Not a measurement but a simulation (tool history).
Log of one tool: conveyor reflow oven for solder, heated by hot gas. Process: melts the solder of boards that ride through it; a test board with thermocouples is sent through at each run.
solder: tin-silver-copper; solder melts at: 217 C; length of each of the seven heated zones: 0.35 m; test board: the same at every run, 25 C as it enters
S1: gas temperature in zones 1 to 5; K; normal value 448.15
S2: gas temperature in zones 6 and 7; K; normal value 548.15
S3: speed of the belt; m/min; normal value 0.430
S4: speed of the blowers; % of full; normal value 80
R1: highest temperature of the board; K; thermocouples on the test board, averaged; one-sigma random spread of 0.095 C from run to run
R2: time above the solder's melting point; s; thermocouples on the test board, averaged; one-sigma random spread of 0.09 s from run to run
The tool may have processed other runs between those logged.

run,hour,S1,S2,S3,S4,R1,R2
1,0.0,448.15,548.15,0.430,80,536.77,83.03
2,9.2,448.15,548.15,0.430,80,536.92,82.86
3,20.1,448.15,548.15,0.430,80,536.74,82.93
4,32.0,458.15,548.15,0.430,80,538.07,88.14
5,46.1,458.15,548.15,0.430,80,537.92,88.04
6,59.2,458.15,548.15,0.430,80,538.00,88.10
7,67.5,440.15,548.15,0.430,80,535.47,78.96
8,81.0,448.15,548.15,0.442,80,535.71,79.69
9,92.4,448.15,548.15,0.442,80,535.60,79.87
# hour 97.4: belt drive overhauled, speed set with a stopwatch
10,110.9,448.15,548.15,0.442,80,535.64,79.70
11,119.7,448.15,545.15,0.442,74,531.37,76.42
12,134.4,448.15,545.15,0.442,74,531.08,76.28
13,143.5,448.15,545.15,0.442,74,531.06,76.47
14,157.8,448.15,536.15,0.430,80,525.75,74.82
# hour 166.8: belt drive overhauled, speed set with a stopwatch, once more
15,174.5,433.15,553.15,0.361,85,545.05,99.01
16,187.9,433.15,553.15,0.361,85,545.09,99.16
17,198.6,452.15,548.15,0.430,65,531.91,79.99
# hour 216.9: flux residue cleaned out of gas plates and filters
18,217.6,452.15,557.15,0.430,84,547.54,90.33
19,224.7,452.15,555.15,0.430,86,546.05,89.53
20,239.3,452.15,546.15,0.346,86,542.42,110.54

Table of differences, measured result less the result of that run with no hidden state. Run-to-run variation is the same in both. Gauge scatter possibly is not:
What the log doesn't record here: heat that the gas passes to the board, % of a clean oven's; belt's true speed, % of the reading; true gas temperature in zones 6 and 7 over the reading, C; drift of the gauge itself on peak_c, C; drift of the gauge itself on liquid_s, %.
run,R1,R2
1,+1.46,+1.04
2,+1.41,+1.01
3,+1.37,+0.98
4,+1.38,+0.96
5,+1.33,+0.93
6,+1.28,+0.89
7,+1.10,+0.75
8,+1.06,+0.72
9,+1.01,+0.69
10,+1.00,+0.79
11,+0.96,+0.79
12,+0.91,+0.72
13,+0.87,+0.69
14,+0.98,+0.64
15,+0.93,+0.17
16,+0.88,+0.12
17,+0.58,+0.13
18,+2.38,+1.24
19,+2.35,+1.24
20,+2.44,+1.45

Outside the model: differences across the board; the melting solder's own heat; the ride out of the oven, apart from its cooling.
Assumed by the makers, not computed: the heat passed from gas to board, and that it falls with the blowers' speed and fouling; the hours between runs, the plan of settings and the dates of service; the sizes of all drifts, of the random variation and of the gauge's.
